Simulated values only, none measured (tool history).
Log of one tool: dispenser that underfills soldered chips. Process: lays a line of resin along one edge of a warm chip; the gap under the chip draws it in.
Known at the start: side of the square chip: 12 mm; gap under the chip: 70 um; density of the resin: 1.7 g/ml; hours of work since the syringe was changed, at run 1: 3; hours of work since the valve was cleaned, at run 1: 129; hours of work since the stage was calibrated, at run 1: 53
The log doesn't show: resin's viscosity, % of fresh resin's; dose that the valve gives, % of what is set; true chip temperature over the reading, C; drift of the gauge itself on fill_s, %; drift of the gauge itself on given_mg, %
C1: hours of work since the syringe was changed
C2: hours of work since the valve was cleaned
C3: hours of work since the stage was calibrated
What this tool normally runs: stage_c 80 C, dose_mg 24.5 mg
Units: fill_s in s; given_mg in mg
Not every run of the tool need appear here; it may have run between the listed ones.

run 1 hour=0.0 | stage_c=80 dose_mg=24.5 | C1=3 C2=129 C3=53 | fill_s=75.3 given_mg=22.58
run 2 hour=3.1 | stage_c=93 dose_mg=24.5 | C1=5 C2=131 C3=55 | fill_s=43.2 given_mg=22.72
run 3 hour=6.6 | stage_c=93 dose_mg=24.5 | C1=7 C2=133 C3=57 | fill_s=45.0 given_mg=22.77
-- hour=8.9 new syringe of resin
run 4 hour=11.8 | stage_c=85 dose_mg=24.5 | C1=2 C2=136 C3=60 | fill_s=57.7 given_mg=22.78
-- hour=14.4 dispensing valve cleaned and set on the balance
run 5 hour=15.8 | stage_c=85 dose_mg=24.5 | C1=4 C2=1 C3=62 | fill_s=59.7 given_mg=24.48
run 6 hour=21.7 | stage_c=85 dose_mg=24.5 | C1=7 C2=4 C3=66 | fill_s=66.9 given_mg=24.52
-- hour=23.3 new syringe of resin
run 7 hour=28.6 | stage_c=80 dose_mg=21.2 | C1=3 C2=9 C3=70 | fill_s=78.3 given_mg=21.16
run 8 hour=32.3 | stage_c=80 dose_mg=29.7 | C1=6 C2=11 C3=72 | fill_s=78.1 given_mg=29.44
-- hour=37.0 new syringe of resin
run 9 hour=38.5 | stage_c=80 dose_mg=24.5 | C1=1 C2=14 C3=76 | fill_s=70.2 given_mg=24.50
run 10 hour=44.8 | stage_c=80 dose_mg=24.5 | C1=5 C2=18 C3=80 | fill_s=79.2 given_mg=24.20
-- hour=50.4 new syringe of resin
run 11 hour=50.4 | stage_c=80 dose_mg=24.5 | C1=0 C2=22 C3=83 | fill_s=67.0 given_mg=24.11
run 12 hour=54.3 | stage_c=80 dose_mg=24.5 | C1=2 C2=24 C3=85 | fill_s=71.3 given_mg=24.12
run 13 hour=58.0 | stage_c=80 dose_mg=24.5 | C1=5 C2=26 C3=88 | fill_s=78.3 given_mg=24.12
-- hour=64.0 new syringe of resin
run 14 hour=64.7 | stage_c=68 dose_mg=24.5 | C1=0 C2=30 C3=92 | fill_s=128.6 given_mg=24.17
run 15 hour=70.7 | stage_c=68 dose_mg=24.5 | C1=4 C2=34 C3=95 | fill_s=145.3 given_mg=24.03
run 16 hour=76.8 | stage_c=68 dose_mg=24.5 | C1=8 C2=38 C3=99 | fill_s=164.5 given_mg=24.06
-- hour=77.5 new syringe of resin
run 17 hour=82.9 | stage_c=80 dose_mg=24.5 | C1=3 C2=41 C3=103 | fill_s=75.7 given_mg=24.02
run 18 hour=87.3 | stage_c=80 dose_mg=24.5 | C1=6 C2=44 C3=106 | fill_s=83.0 given_mg=23.85
run 19 hour=90.2 | stage_c=80 dose_mg=26.9 | C1=8 C2=46 C3=107 | fill_s=88.4 given_mg=26.13
-- hour=91.1 new syringe of resin
run 20 hour=94.2 | stage_c=85 dose_mg=23.1 | C1=2 C2=48 C3=110 | fill_s=56.8 given_mg=22.46
run 21 hour=98.1 | stage_c=76 dose_mg=23.8 | C1=4 C2=51 C3=112 | fill_s=95.9 given_mg=23.24
run 22 hour=103.7 | stage_c=71 dose_mg=26.2 | C1=8 C2=54 C3=115 | fill_s=140.0 given_mg=25.14
-- hour=104.8 new syringe of resin
run 23 hour=110.4 | stage_c=71 dose_mg=26.2 | C1=3 C2=58 C3=119 | fill_s=119.9 given_mg=25.39
run 24 hour=116.2 | stage_c=92 dose_mg=25.7 | C1=7 C2=62 C3=123 | fill_s=46.8 given_mg=24.64
-- hour=118.3 new syringe of resin
run 25 hour=122.3 | stage_c=95 dose_mg=23.9 | C1=2 C2=65 C3=127 | fill_s=34.9 given_mg=23.08
run 26 hour=125.2 | stage_c=72 dose_mg=23.9 | C1=4 C2=67 C3=128 | fill_s=119.8 given_mg=22.99
run 27 hour=129.8 | stage_c=94 dose_mg=23.9 | C1=7 C2=70 C3=131 | fill_s=43.0 given_mg=22.97
-- hour=131.7 new syringe of resin
run 28 hour=136.1 | stage_c=94 dose_mg=23.9 | C1=3 C2=74 C3=135 | fill_s=37.8 given_mg=22.90
run 29 hour=142.7 | stage_c=81 dose_mg=31.8 | C1=7 C2=78 C3=139 | fill_s=76.2 given_mg=30.54
-- hour=145.5 new syringe of resin
run 30 hour=146.7 | stage_c=93 dose_mg=27.5 | C1=1 C2=80 C3=141 | fill_s=35.3 given_mg=26.12
run 31 hour=152.0 | stage_c=93 dose_mg=27.5 | C1=4 C2=83 C3=145 | fill_s=39.4 given_mg=26.22
run 32 hour=155.2 | stage_c=66 dose_mg=27.8 | C1=6 C2=85 C3=147 | fill_s=167.8 given_mg=26.45
-- hour=159.1 new syringe of resin
run 33 hour=159.3 | stage_c=88 dose_mg=24.5 | C1=0 C2=88 C3=149 | fill_s=45.0 given_mg=23.14
run 34 hour=163.5 | stage_c=74 dose_mg=21.3 | C1=3 C2=90 C3=152 | fill_s=102.8 given_mg=20.11
run 35 hour=170.3 | stage_c=93 dose_mg=29.1 | C1=7 C2=94 C3=156 | fill_s=43.4 given_mg=27.31
-- hour=172.7 new syringe of resin
run 36 hour=173.7 | stage_c=74 dose_mg=27.5 | C1=1 C2=96 C3=158 | fill_s=89.5 given_mg=25.73

4 options for the next run, each taken on its own from the tool as it stands now. Forecast them:
run A hour=176.8 | stage_c=78 dose_mg=24.8 | C1=3 C2=98 C3=160 | fill_s=? given_mg=?
run B hour=176.8 | stage_c=77 dose_mg=26.9 | C1=3 C2=98 C3=160 | fill_s=? given_mg=?
run C hour=176.8 | stage_c=85 dose_mg=26.5 | C1=3 C2=98 C3=160 | fill_s=? given_mg=?
run D hour=176.8 | stage_c=94 dose_mg=20.9 | C1=3 C2=98 C3=160 | fill_s=? given_mg=?

run=A fill_s=78.8 given_mg=23.30
run=B fill_s=80.6 given_mg=25.41
run=C fill_s=53.9 given_mg=24.84
run=D fill_s=38.4 given_mg=19.75
With the hidden condition removed and each run's random variation left untouched, the same runs would have given:
run=A fill_s=77.4 given_mg=24.72
run=B fill_s=79.6 given_mg=26.95
run=C fill_s=53.0 given_mg=26.35
run=D fill_s=37.1 given_mg=20.95

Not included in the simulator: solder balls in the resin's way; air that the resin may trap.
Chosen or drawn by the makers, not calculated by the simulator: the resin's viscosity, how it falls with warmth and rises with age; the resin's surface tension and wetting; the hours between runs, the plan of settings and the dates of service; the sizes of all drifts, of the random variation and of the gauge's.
